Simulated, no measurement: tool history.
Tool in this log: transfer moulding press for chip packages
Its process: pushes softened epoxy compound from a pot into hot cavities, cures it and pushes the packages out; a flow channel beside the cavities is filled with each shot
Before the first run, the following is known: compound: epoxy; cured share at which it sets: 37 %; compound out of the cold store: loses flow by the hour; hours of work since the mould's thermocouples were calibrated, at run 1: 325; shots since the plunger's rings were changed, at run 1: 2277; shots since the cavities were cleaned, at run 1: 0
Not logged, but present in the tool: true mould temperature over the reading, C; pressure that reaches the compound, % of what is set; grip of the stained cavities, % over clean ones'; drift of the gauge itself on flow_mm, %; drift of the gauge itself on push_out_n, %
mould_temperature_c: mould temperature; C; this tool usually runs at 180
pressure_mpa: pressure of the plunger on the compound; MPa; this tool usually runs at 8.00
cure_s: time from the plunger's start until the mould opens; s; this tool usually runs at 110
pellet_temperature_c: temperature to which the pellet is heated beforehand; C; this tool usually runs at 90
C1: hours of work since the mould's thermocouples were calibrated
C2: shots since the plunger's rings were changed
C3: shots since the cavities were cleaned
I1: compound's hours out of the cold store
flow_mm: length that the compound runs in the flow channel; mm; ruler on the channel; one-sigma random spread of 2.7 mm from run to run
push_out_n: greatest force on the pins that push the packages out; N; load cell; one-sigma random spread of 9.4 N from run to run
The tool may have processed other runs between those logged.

Run 1, hour 0.0: usual settings; C1 325; C2 2277; C3 0; I1 30.8. Result: flow_mm 767 mm, push_out_n 412 N.
Run 2, hour 10.7: usual settings; C1 332; C2 2389; C3 112; I1 15.7. Result: flow_mm 833 mm, push_out_n 430 N.
Run 3, hour 22.0: usual settings; C1 340; C2 2508; C3 231; I1 33.8. Result: flow_mm 756 mm, push_out_n 438 N.
Run 4, hour 30.8: usual settings; C1 346; C2 2600; C3 323; I1 17.0. Result: flow_mm 828 mm, push_out_n 419 N.
Run 5, hour 39.2: usual settings; C1 352; C2 2688; C3 411; I1 29.3. Result: flow_mm 776 mm, push_out_n 443 N.
Run 6, hour 49.2: usual settings; C1 359; C2 2793; C3 516; I1 40.7. Result: flow_mm 733 mm, push_out_n 419 N.
Run 7, hour 64.1: usual settings; C1 369; C2 2949; C3 672; I1 12.0. Result: flow_mm 853 mm, push_out_n 432 N.
At hour 68.7: cavities cleaned with cleaning compound and waxed.
Run 8, hour 79.0: usual settings; C1 378; C2 3089; C3 108; I1 37.3. Result: flow_mm 739 mm, push_out_n 411 N.
Run 9, hour 88.2: usual settings; C1 384; C2 3185; C3 204; I1 8.3. Result: flow_mm 866 mm, push_out_n 430 N.
Run 10, hour 96.6: usual settings; C1 390; C2 3273; C3 292; I1 17.8. Result: flow_mm 825 mm, push_out_n 427 N.
Run 11, hour 110.2: usual settings; C1 399; C2 3415; C3 434; I1 38.9. Result: flow_mm 739 mm, push_out_n 417 N.
Run 12, hour 117.7: usual settings but cure_s 143 s; C1 404; C2 3494; C3 513; I1 22.1. Result: flow_mm 802 mm, push_out_n 388 N.
Run 13, hour 129.3: usual settings but mould_temperature_c 181 C, cure_s 92 s, pellet_temperature_c 98 C; C1 412; C2 3615; C3 634; I1 43.3. Result: flow_mm 717 mm, push_out_n 498 N.
At hour 137.1: cavities cleaned with cleaning compound and waxed.
Run 14, hour 146.6: usual settings but pressure_mpa 7.39 MPa, pellet_temperature_c 89 C; C1 423; C2 3781; C3 99; I1 35.4. Result: flow_mm 718 mm, push_out_n 419 N.
Run 15, hour 156.6: usual settings but mould_temperature_c 182 C, pressure_mpa 9.01 MPa; C1 430; C2 3885; C3 203; I1 29.4. Result: flow_mm 813 mm, push_out_n 387 N.
Run 16, hour 172.9: usual settings but mould_temperature_c 182 C, pressure_mpa 7.42 MPa, cure_s 139 s, pellet_temperature_c 97 C; C1 441; C2 4056; C3 374; I1 47.6. Result: flow_mm 669 mm, push_out_n 367 N.
Run 17, hour 189.3: usual settings but mould_temperature_c 188 C, pressure_mpa 6.45 MPa, pellet_temperature_c 95 C; C1 452; C2 4228; C3 546; I1 36.8. Result: flow_mm 647 mm, push_out_n 383 N.
Run 18, hour 200.6: usual settings but mould_temperature_c 179 C, pressure_mpa 6.62 MPa, cure_s 117 s, pellet_temperature_c 92 C; C1 460; C2 4347; C3 665; I1 38.4. Result: flow_mm 674 mm, push_out_n 425 N.
At hour 206.1: cavities cleaned with cleaning compound and waxed.
Run 19, hour 210.9: usual settings but mould_temperature_c 179 C, pressure_mpa 6.62 MPa, cure_s 117 s, pellet_temperature_c 92 C; C1 466; C2 4438; C3 50; I1 46.0. Result: flow_mm 650 mm, push_out_n 411 N.
At hour 214.5: plunger's sealing rings changed.
Run 20, hour 220.7: usual settings but mould_temperature_c 179 C, pressure_mpa 6.62 MPa, cure_s 117 s, pellet_temperature_c 92 C; C1 471; C2 65; C3 127; I1 19.0. Result: flow_mm 747 mm, push_out_n 412 N.
Run 21, hour 230.4: usual settings but mould_temperature_c 179 C, pressure_mpa 6.62 MPa, cure_s 117 s, pellet_temperature_c 92 C; C1 478; C2 166; C3 228; I1 42.3. Result: flow_mm 657 mm, push_out_n 409 N.
Run 22, hour 240.2: usual settings but mould_temperature_c 178 C, cure_s 119 s, pellet_temperature_c 81 C; C1 484; C2 269; C3 331; I1 27.8. Result: flow_mm 790 mm, push_out_n 415 N.
Run 23, hour 247.8: usual settings but mould_temperature_c 178 C, pressure_mpa 9.98 MPa, cure_s 145 s, pellet_temperature_c 89 C; C1 489; C2 349; C3 411; I1 8.8. Result: flow_mm 978 mm, push_out_n 386 N.
Run 24, hour 261.1: usual settings but pressure_mpa 6.86 MPa, pellet_temperature_c 88 C; C1 498; C2 487; C3 549; I1 37.5. Result: flow_mm 688 mm, push_out_n 422 N.

Below are 4 alternative next runs, each starting from the tool's condition after run 24. Predict each:
Run A, hour 270.4: usual settings but cure_s 126 s; C1 505; C2 585; C3 647; I1 16.7. Result: flow_mm ?, push_out_n ?.
Run B, hour 270.4: usual settings but mould_temperature_c 185 C, cure_s 129 s, pellet_temperature_c 99 C; C1 505; C2 585; C3 647; I1 18.1. Result: flow_mm ?, push_out_n ?.
Run C, hour 270.4: usual settings but pressure_mpa 7.96 MPa, cure_s 147 s; C1 505; C2 585; C3 647; I1 37.5. Result: flow_mm ?, push_out_n ?.
Run D, hour 270.4: usual settings but mould_temperature_c 178 C, pressure_mpa 6.86 MPa, pellet_temperature_c 91 C; C1 505; C2 585; C3 647; I1 38.4. Result: flow_mm ?, push_out_n ?.

run  flow_mm  push_out_n
  A      823         396
  B      801         366
  C      743         367
  D      690         458
Without the tool's hidden state the same runs would have given:
run  flow_mm  push_out_n
  A      823         391
  B      801         361
  C      743         362
  D      690         452

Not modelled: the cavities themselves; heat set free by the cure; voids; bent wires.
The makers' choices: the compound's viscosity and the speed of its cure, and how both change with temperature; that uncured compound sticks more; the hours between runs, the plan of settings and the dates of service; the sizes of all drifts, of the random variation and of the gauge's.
